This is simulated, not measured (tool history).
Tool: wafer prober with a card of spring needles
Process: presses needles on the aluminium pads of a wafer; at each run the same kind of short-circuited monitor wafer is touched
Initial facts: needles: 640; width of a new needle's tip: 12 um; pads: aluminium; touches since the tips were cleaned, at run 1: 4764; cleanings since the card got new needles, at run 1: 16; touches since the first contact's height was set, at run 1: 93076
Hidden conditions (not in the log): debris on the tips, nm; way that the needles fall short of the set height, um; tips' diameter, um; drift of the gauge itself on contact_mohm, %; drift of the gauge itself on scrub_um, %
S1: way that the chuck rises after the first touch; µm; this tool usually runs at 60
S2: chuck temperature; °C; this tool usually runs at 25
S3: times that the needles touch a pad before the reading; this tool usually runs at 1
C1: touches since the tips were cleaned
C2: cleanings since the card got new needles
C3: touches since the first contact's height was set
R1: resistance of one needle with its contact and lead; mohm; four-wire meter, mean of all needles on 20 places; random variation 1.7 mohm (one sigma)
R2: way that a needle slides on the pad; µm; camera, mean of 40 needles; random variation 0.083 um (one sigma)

run 1 hour=0 | S1=60 S2=25 S3=1 | C1=4764 C2=16 C3=93076 | R1=178 R2=14.73
-- hour=1.8 tips cleaned on abrasive film
run 2 hour=9.9 | S1=60 S2=43 S3=1 | C1=4027 C2=17 C3=97923 | R1=182 R2=14.66
-- hour=11.6 tips cleaned on abrasive film
-- hour=21.5 tips cleaned on abrasive film
run 3 hour=26.6 | S1=68 S2=25 S3=1 | C1=2534 C2=19 C3=106089 | R1=174 R2=16.75
-- hour=32 tips cleaned on abrasive film
run 4 hour=36 | S1=68 S2=25 S3=1 | C1=1955 C2=20 C3=110645 | R1=169 R2=16.63
-- hour=41.9 tips cleaned on abrasive film
run 5 hour=47.9 | S1=68 S2=25 S3=1 | C1=2972 C2=21 C3=116502 | R1=173 R2=16.72
-- hour=52.8 tips cleaned on abrasive film
-- hour=62.6 tips cleaned on abrasive film
run 6 hour=62.7 | S1=60 S2=25 S3=1 | C1=15 C2=23 C3=123686 | R1=167 R2=14.58
-- hour=73 tips cleaned on abrasive film
run 7 hour=78.6 | S1=60 S2=25 S3=1 | C1=2786 C2=24 C3=131513 | R1=174 R2=14.67
-- hour=83.4 tips cleaned on abrasive film
-- hour=93.6 tips cleaned on abrasive film
run 8 hour=93.6 | S1=60 S2=25 S3=1 | C1=0 C2=26 C3=138811 | R1=172 R2=14.37
-- hour=105.1 tips cleaned on abrasive film
run 9 hour=111.2 | S1=60 S2=25 S3=1 | C1=3017 C2=27 C3=147478 | R1=178 R2=14.28
-- hour=115 tips cleaned on abrasive film
run 10 hour=120.4 | S1=60 S2=25 S3=1 | C1=2672 C2=28 C3=151988 | R1=177 R2=14.38
-- hour=124.8 tips cleaned on abrasive film
-- hour=135.5 tips cleaned on abrasive film
run 11 hour=137.5 | S1=60 S2=25 S3=1 | C1=943 C2=30 C3=160297 | R1=171 R2=14.2
-- hour=145.7 tips cleaned on abrasive film
run 12 hour=146.9 | S1=60 S2=25 S3=1 | C1=603 C2=31 C3=164916 | R1=172 R2=14.46
-- hour=155.5 tips cleaned on abrasive film
run 13 hour=157.1 | S1=60 S2=33 S3=1 | C1=787 C2=32 C3=169911 | R1=171 R2=14.41
-- hour=165.4 tips cleaned on abrasive film
run 14 hour=173.4 | S1=60 S2=33 S3=1 | C1=3943 C2=33 C3=177924 | R1=182 R2=14.26
-- hour=176.3 tips cleaned on abrasive film
run 15 hour=183.5 | S1=60 S2=33 S3=1 | C1=3521 C2=34 C3=182831 | R1=181 R2=14.25
-- hour=186.8 tips cleaned on abrasive film
-- hour=197.8 tips cleaned on abrasive film
run 16 hour=197.9 | S1=62 S2=83 S3=1 | C1=25 C2=36 C3=189859 | R1=179 R2=14.69
-- hour=207.8 tips cleaned on abrasive film
run 17 hour=211.5 | S1=62 S2=83 S3=1 | C1=1810 C2=37 C3=196541 | R1=186 R2=14.67
-- hour=218.3 tips cleaned on abrasive film
run 18 hour=225.5 | S1=62 S2=83 S3=1 | C1=3589 C2=38 C3=203413 | R1=190 R2=14.9
-- hour=228 tips cleaned on abrasive film
run 19 hour=233.8 | S1=62 S2=83 S3=1 | C1=2843 C2=39 C3=207457 | R1=186 R2=14.72
-- hour=239.1 tips cleaned on abrasive film
run 20 hour=248.1 | S1=62 S2=83 S3=1 | C1=4427 C2=40 C3=214475 | R1=191 R2=14.74
-- hour=249.3 tips cleaned on abrasive film
-- hour=259.4 tips cleaned on abrasive film
run 21 hour=261.4 | S1=62 S2=28 S3=1 | C1=971 C2=42 C3=220935 | R1=174 R2=14.69
-- hour=269.2 tips cleaned on abrasive film
run 22 hour=272.3 | S1=40 S2=28 S3=2 | C1=1501 C2=43 C3=226275 | R1=180 R2=9.08
-- hour=279.4 tips cleaned on abrasive film
-- hour=289.9 tips cleaned on abrasive film
run 23 hour=289.9 | S1=40 S2=28 S3=2 | C1=0 C2=45 C3=234899 | R1=173 R2=8.96
-- hour=300.8 tips cleaned on abrasive film
run 24 hour=300.8 | S1=65 S2=76 S3=2 | C1=0 C2=46 C3=240215 | R1=177 R2=15.18
-- hour=310.7 tips cleaned on abrasive film
run 25 hour=311.2 | S1=65 S2=76 S3=2 | C1=235 C2=47 C3=245303 | R1=181 R2=15.04
-- hour=315.8 height of the first contact set anew
-- hour=320.9 tips cleaned on abrasive film
run 26 hour=330.3 | S1=77 S2=92 S3=1 | C1=4658 C2=48 C3=7117 | R1=187 R2=19.2
-- hour=331.9 tips cleaned on abrasive film
-- hour=342.5 tips cleaned on abrasive film
run 27 hour=346.9 | S1=72 S2=118 S3=2 | C1=2190 C2=50 C3=15228 | R1=187 R2=17.91
-- hour=352.7 tips cleaned on abrasive film
run 28 hour=362 | S1=60 S2=78 S3=1 | C1=4602 C2=51 C3=22624 | R1=188 R2=14.89

5 options for the next run, each taken on its own from the tool as it stands now. Forecast them:
-- hour=363 tips cleaned on abrasive film
-- hour=374.2 tips cleaned on abrasive film
run A hour=380.3 | S1=60 S2=78 S3=1 | C1=2995 C2=53 C3=31563 | R1=? R2=?
-- hour=363 tips cleaned on abrasive film
-- hour=374.2 tips cleaned on abrasive film
run B hour=380.3 | S1=45 S2=50 S3=3 | C1=2995 C2=53 C3=31563 | R1=? R2=?
-- hour=363 tips cleaned on abrasive film
-- hour=374.2 tips cleaned on abrasive film
run C hour=380.3 | S1=60 S2=78 S3=1 | C1=2995 C2=53 C3=31563 | R1=? R2=?
-- hour=363 tips cleaned on abrasive film
-- hour=374.2 tips cleaned on abrasive film
run D hour=380.3 | S1=76 S2=35 S3=1 | C1=2995 C2=53 C3=31563 | R1=? R2=?
-- hour=363 tips cleaned on abrasive film
-- hour=374.2 tips cleaned on abrasive film
run E hour=380.3 | S1=43 S2=99 S3=1 | C1=2995 C2=53 C3=31563 | R1=? R2=?

run=A R1=186 R2=14.88
run=B R1=181 R2=11.1
run=C R1=186 R2=15.03
run=D R1=176 R2=19
run=E R1=199 R2=10.67
Without the tool's unlogged condition, the same runs would have read:
run=A R1=177 R2=15.04
run=B R1=176 R2=11.26
run=C R1=178 R2=15.19
run=D R1=170 R2=19.16
run=E R1=186 R2=10.83
